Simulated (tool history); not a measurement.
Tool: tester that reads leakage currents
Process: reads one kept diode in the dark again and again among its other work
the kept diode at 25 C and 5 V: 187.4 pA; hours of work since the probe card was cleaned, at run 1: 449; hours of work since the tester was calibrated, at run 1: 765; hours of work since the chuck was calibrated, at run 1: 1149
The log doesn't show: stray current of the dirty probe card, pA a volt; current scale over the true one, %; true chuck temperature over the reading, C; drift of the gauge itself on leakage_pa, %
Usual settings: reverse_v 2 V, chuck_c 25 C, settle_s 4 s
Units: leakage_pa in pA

run    hour  reverse_v  chuck_c  settle_s  hours of work since the probe card was cleaned  hours of work since the tester was calibrated  hours of work since the chuck was calibrated  leakage_pa
  1       0          2       25         4                                             449                                            765                                          1149      124.14
  2    32.1       2.82       25         4                                             473                                            789                                          1174      143.18
  3    63.5          2       25         4                                             497                                            813                                          1198      124.31
  4    93.2       1.93       25         4                                             520                                            836                                          1221      122.54
  5   118.7       1.93       25         4                                             540                                            856                                          1240      122.43
  6   145.2       1.93       25         4                                             560                                            876                                          1261       122.1
  7   193.4       1.93       25         4                                             597                                            913                                          1297      122.23
  8   240.8       1.93       25         4                                             633                                            949                                          1334      121.87
  9   273.6       1.93       25         4                                             659                                            975                                          1359      121.17
 10   310.4       1.93       25         4                                             687                                           1003                                          1387      121.73
 11   353.2       1.53       25         4                                             720                                           1036                                          1420       110.3
 12   399.2       1.53       25         4                                             755                                           1071                                          1455      110.69
 13   441.9       8.94       25         4                                             788                                           1104                                          1488      226.04
 14   482.2          2       25         4                                             819                                           1135                                          1519      123.31
 15   504.1          2       25      5.42                                             835                                           1151                                          1536      123.19
 16   524.6          2       25      5.42                                             851                                           1167                                          1551      122.44
 17   568.5          2       25      5.42                                             885                                           1201                                          1585      121.72
 18     610          2       25      5.42                                             917                                           1233                                          1617      122.64
 19   631.1          2       25      5.42                                             933                                           1249                                          1633      121.97
 20   669.1          2       44         4                                             962                                           1278                                          1662      497.73
 21     705       3.45       44         4                                             989                                           1305                                          1690      617.52
 22   727.8       3.45       44         4                                            1007                                           1323                                          1707      618.57
 23   762.1       3.45       44         4                                            1033                                           1349                                          1734      616.42
 24   788.6       6.66       41      0.32                                            1054                                           1370                                          1754      655.78
 25   825.1       6.66       55      1.47                                            1082                                           1398                                          1782     1695.27
 26   863.2       7.49       35       2.2                                            1111                                           1427                                          1811      440.35
 27   900.4      14.32       38      4.74                                            1139                                           1455                                          1840      709.18
 28   946.8      14.32       38      4.74                                            1175                                           1491                                          1875      714.57
 29   973.1      14.32       38      4.74                                            1195                                           1511                                          1895      713.88
 30  1020.7          2       33      7.93                                            1231                                           1547                                          1932      222.57
 31  1053.2      17.38       53      0.68                                            1256                                           1572                                          1957     2160.71
 32  1074.1       2.18       45      0.42                                            1272                                           1588                                          1973      544.76
 33  1101.7       1.79       25      5.13                                            1294                                           1610                                          1994      115.78
 34  1144.2       1.79       25      5.13                                            1326                                           1642                                          2027      114.61
 35  1164.9       2.47       25         4                                            1342                                           1658                                          2042      131.89
 36  1190.7       6.61       41      7.49                                            1362                                           1678                                          2062      640.87
 37  1210.4       9.49       41      9.51                                            1377                                           1693                                          2077      743.25
 38  1236.2      10.96       47      7.18                                            1397                                           1713                                          2097     1190.93
 39    1272      10.96       47      0.37                                            1424                                           1740                                          2125     1194.48

Forecast each of these 5 alternatives for the next run:
  A  1316.2          2       31         4                                            1458                                           1774                                          2158           ?
  B  1316.2       2.57       38      8.02                                            1458                                           1774                                          2158           ?
  C  1316.2       3.17       36      4.98                                            1458                                           1774                                          2158           ?
  D  1316.2      10.96       29      0.37                                            1458                                           1774                                          2158           ?
  E  1316.2       7.15       28      0.37                                            1458                                           1774                                          2158           ?

run  leakage_pa
  A      190.17
  B      354.21
  C      332.09
  D       332.4
  E      258.16
Without the tool's hidden state the same runs would have given:
run  leakage_pa
  A      206.08
  B      383.27
  C      359.14
  D      354.45
  E      276.55
